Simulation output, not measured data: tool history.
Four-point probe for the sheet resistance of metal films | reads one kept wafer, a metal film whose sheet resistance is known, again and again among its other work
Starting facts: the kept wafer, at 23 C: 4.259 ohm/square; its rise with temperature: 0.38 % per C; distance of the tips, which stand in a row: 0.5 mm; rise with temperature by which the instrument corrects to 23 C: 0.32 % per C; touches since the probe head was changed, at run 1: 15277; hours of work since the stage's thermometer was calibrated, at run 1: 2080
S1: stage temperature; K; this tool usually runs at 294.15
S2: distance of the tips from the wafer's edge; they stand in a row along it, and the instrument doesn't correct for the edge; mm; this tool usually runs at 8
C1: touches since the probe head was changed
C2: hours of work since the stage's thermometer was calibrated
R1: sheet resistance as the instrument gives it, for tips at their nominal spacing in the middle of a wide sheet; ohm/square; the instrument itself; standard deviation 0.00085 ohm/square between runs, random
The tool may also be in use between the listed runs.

run,hour,S1,S2,C1,C2,R1
1,0,294.15,8,15277,2080,4.276015
2,43.8,294.15,8,16265,2105,4.276824
3,95.2,294.15,9,17424,2134,4.274245
4,140.3,294.15,8,18440,2159,4.277077
5,164.8,294.15,8,18991,2173,4.276651
6,197.4,294.15,8,19728,2191,4.277557
7,230.3,294.15,17,20468,2210,4.271444
8,280.5,294.15,63,21600,2238,4.268466
9,309.7,294.15,63,22258,2254,4.27125
10,352.9,294.15,63,23231,2279,4.271012
11,402.2,292.15,8,24343,2307,4.273911
# hour 407.7: stage's thermometer calibrated
12,429.7,292.15,8,24950,12,4.275054
13,479.4,292.15,8,26071,40,4.276632
14,510.3,300.15,8,26768,58,4.296858
15,541.2,303.15,8,27464,75,4.303361
16,585.9,303.15,8,28473,100,4.305135
# hour 594.7: stage's thermometer calibrated, once more
17,620.6,294.15,8,29243,15,4.277166
18,646.9,294.15,8,29836,29,4.276001
19,682.8,294.15,8,30645,50,4.278318
20,709.3,294.15,8,31242,64,4.277743
21,745.2,294.15,8,32051,85,4.276657
22,800.2,294.15,10,33292,116,4.274793
23,846.1,294.15,10,34325,141,4.274742
24,880.7,307.15,4,35105,161,4.336646
25,927.9,294.15,8,36170,187,4.278354
26,954.3,291.15,8,36766,202,4.270252
27,1004.4,299.15,71,37894,230,4.283964
28,1035.6,294.15,7,38596,248,4.282712
29,1075,306.15,41,39486,270,4.299894
30,1110.3,294.15,19,40281,290,4.272891
31,1158.1,294.15,19,41358,317,4.271121
32,1183.6,293.15,26,41932,331,4.269959
33,1215.3,293.15,26,42648,349,4.268685
34,1255.4,300.15,8,43550,372,4.293266
35,1289.5,299.15,27,44321,391,4.285414
36,1328,291.15,5,45187,412,4.287073
37,1359.3,295.15,8,45894,430,4.283281
38,1403.4,295.15,15,46886,455,4.277204

Describe how what the log doesn't record of the tool's condition differs between the last listed run preceding each entry between runs and the first listed run following it.
Runs 11 to 12: stage's thermometer calibrated (hour 407.7)
  inner tips' distance over the nominal, %: 0.262 -> 0.265; tips' flats over new ones', %: 6 -> 7; wafer's true temperature over the reading, C: 0.26 -> 0.35
  the result without the hidden state subtracted from the measured one, R1: +0.016365 -> +0.017961 ohm/square
Runs 16 to 17: stage's thermometer calibrated, once more (hour 594.7)
  inner tips' distance over the nominal, %: 0.28 -> 0.284; wafer's true temperature over the reading, C: 0.36 -> 0.06
  the result without the hidden state subtracted from the measured one, R1: +0.018728 -> +0.014146 ohm/square

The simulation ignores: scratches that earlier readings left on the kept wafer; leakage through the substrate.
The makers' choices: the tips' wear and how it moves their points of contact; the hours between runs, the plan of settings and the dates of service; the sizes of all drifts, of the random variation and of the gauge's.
